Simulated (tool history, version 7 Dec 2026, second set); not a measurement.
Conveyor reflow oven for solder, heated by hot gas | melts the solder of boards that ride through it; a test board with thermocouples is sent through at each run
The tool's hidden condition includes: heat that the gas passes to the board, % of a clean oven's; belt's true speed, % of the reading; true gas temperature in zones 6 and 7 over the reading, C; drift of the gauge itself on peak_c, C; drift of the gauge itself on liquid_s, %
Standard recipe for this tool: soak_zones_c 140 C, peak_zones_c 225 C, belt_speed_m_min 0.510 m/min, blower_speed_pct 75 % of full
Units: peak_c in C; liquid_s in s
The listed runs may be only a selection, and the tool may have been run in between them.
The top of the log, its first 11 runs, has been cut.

run   hour  soak_zones_c  peak_zones_c  belt_speed_m_min  blower_speed_pct  hours of work since the flux was cleaned out  hours of work since the belt drive was overhauled  hours of work since the thermocouples were changed  peak_c  liquid_s
      92.0  -- flux residue cleaned out of gas plates and filters
 12   97.7           140           225             0.510                75                                             3                                                227                                                 719   209.4      55.7
     100.5  -- thermocouples of zones 6 and 7 changed
 13  109.6           140           225             0.510                75                                             9                                                232                                                   5   212.0      58.4
 14  117.6           140           225             0.510                75                                            13                                                237                                                  10   211.9      58.5
 15  126.6           140           225             0.510                75                                            18                                                242                                                  15   211.5      58.7
 16  136.1           140           225             0.510                75                                            24                                                247                                                  20   211.8      58.5
 17  142.7           140           231             0.438                80                                            27                                                251                                                  24   221.7      78.5
 18  152.0           140           231             0.438                80                                            33                                                256                                                  29   221.8      78.8
 19  158.2           149           231             0.546                60                                            36                                                259                                                  32   211.7      56.5
 20  169.8           149           237             0.579                77                                            43                                                266                                                  39   220.3      60.1
 21  179.1           140           220             0.510                70                                            48                                                271                                                  44   205.7      51.7
 22  185.4           140           220             0.490                50                                            51                                                275                                                  48   200.2      43.4
 23  192.5           147           231             0.415                86                                            55                                                279                                                  52   224.3      88.2
 24  199.4           147           231             0.415                86                                            59                                                283                                                  56   224.3      88.8
 25  211.7           140           225             0.461                59                                            66                                                289                                                  62   209.3      61.3
 26  218.0           140           225             0.461                59                                            70                                                293                                                  66   209.7      60.7
 27  226.7           140           225             0.581                76                                            75                                                298                                                  71   207.8      46.2
 28  236.6           140           225             0.448                76                                            80                                                303                                                  77   214.8      70.9
 29  242.7           140           225             0.448                76                                            84                                                307                                                  80   214.3      70.7
 30  251.9           133           225             0.448                69                                            89                                                312                                                  85   211.9      64.5
 31  259.6           133           225             0.448                69                                            93                                                316                                                  89   211.9      64.4
 32  265.8           140           232             0.592                75                                            96                                                320                                                  93   212.2      49.3

Here are 3 independent what-if runs from the current tool condition. What would each one return?
  A  277.2           154           225             0.510                75                                           103                                                326                                                  99       ?         ?
  B  277.2           142           240             0.581                75                                           103                                                326                                                  99       ?         ?
  C  277.2           132           225             0.510                64                                           103                                                326                                                  99       ?         ?

run  peak_c  liquid_s
  A   213.0      66.0
  B   219.7      56.9
  C   206.1      47.8
Stripped of hidden state, with their random variation kept, the same runs would have yielded:
run  peak_c  liquid_s
  A   213.4      66.3
  B   220.4      57.3
  C   206.6      48.5
